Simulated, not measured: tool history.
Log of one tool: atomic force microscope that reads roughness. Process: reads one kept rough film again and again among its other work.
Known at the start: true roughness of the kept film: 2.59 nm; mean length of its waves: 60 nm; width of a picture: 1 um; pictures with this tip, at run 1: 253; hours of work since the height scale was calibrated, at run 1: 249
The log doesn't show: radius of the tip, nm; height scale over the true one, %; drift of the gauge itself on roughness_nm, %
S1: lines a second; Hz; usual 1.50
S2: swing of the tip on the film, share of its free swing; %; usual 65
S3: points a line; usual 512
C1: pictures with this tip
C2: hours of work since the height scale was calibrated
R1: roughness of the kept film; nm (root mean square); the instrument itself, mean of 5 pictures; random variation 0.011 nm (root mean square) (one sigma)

run,hour,S1,S2,S3,C1,C2,R1
1,0.0,1.50,65,512,253,249,2.478
2,21.6,1.50,65,512,281,258,2.461
3,41.4,1.30,65,512,307,266,2.465
4,56.2,1.30,65,512,326,272,2.458
5,66.8,1.30,65,512,340,277,2.454
6,78.0,1.50,65,512,355,281,2.467
# hour 96.1: new tip fitted
7,100.0,1.50,65,512,5,290,2.466
8,121.1,1.50,65,512,33,299,2.451
9,140.9,1.50,65,512,59,307,2.456
10,156.2,1.50,82,983,79,313,2.365
11,176.3,1.87,90,434,105,321,2.241
12,189.5,3.88,59,512,123,326,2.412
13,203.0,2.09,65,617,141,332,2.424
14,215.1,2.09,65,617,156,337,2.429
15,235.5,0.68,57,266,183,345,2.485

How the hidden state differs across the entries between the runs, from the last listed run before each to the first after it:
Between runs 6 and 7: new tip fitted (hour 96.1)
  radius of the tip, nm: 8.2 -> 7
